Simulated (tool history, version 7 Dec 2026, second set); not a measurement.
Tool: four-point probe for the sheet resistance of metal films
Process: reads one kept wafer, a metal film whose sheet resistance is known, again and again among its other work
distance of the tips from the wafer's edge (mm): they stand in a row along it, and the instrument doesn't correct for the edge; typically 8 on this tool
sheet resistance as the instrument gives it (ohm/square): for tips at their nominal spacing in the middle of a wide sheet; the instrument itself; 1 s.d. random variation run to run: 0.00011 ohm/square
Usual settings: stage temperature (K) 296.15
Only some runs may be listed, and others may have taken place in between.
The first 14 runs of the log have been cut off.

run,hour,stage temperature (K),distance of the tips from the wafer's edge (mm),sheet resistance as the instrument gives it (ohm/square)
15,1105,296.15,8,0.54732
16,1190.6,296.15,44,0.545391
17,1284.9,296.15,9,0.546916
# hour 1309.1: stage's thermometer calibrated
18,1332.4,296.15,34,0.545389
19,1431.1,296.15,34,0.545281
20,1504.8,301.15,17,0.547482
21,1549.8,294.15,27,0.544532
22,1632.4,294.15,27,0.544876
23,1708.4,296.15,8,0.547118
24,1782.1,296.15,8,0.547218
25,1864.7,301.15,12,0.547899
26,1940,295.15,30,0.545113
27,2034.3,297.15,3,0.558756
28,2130.1,307.15,6,0.552865
29,2222.4,301.15,8,0.549099
30,2286.8,295.15,28,0.545071
31,2369.9,296.15,5,0.550034
32,2470,296.15,5,0.549985
33,2568.8,303.15,44,0.54812
34,2630.3,303.15,10,0.549347
35,2716.5,303.15,10,0.549216
# hour 2779.5: new probe head fitted
36,2792.9,296.15,38,0.545411

4 options for the next run, each taken on its own from the tool as it stands now. Forecast them:
A,2890.6,296.15,72,?
B,2890.6,295.15,7,?
C,2890.6,296.15,5,?
D,2890.6,294.15,23,?

run,sheet resistance as the instrument gives it (ohm/square)
A,0.545268
B,0.547436
C,0.550197
D,0.54461
With the hidden condition removed and each run's random variation left untouched, the same runs would have given:
run,sheet resistance as the instrument gives it (ohm/square)
A,0.545258
B,0.547426
C,0.550188
D,0.544601

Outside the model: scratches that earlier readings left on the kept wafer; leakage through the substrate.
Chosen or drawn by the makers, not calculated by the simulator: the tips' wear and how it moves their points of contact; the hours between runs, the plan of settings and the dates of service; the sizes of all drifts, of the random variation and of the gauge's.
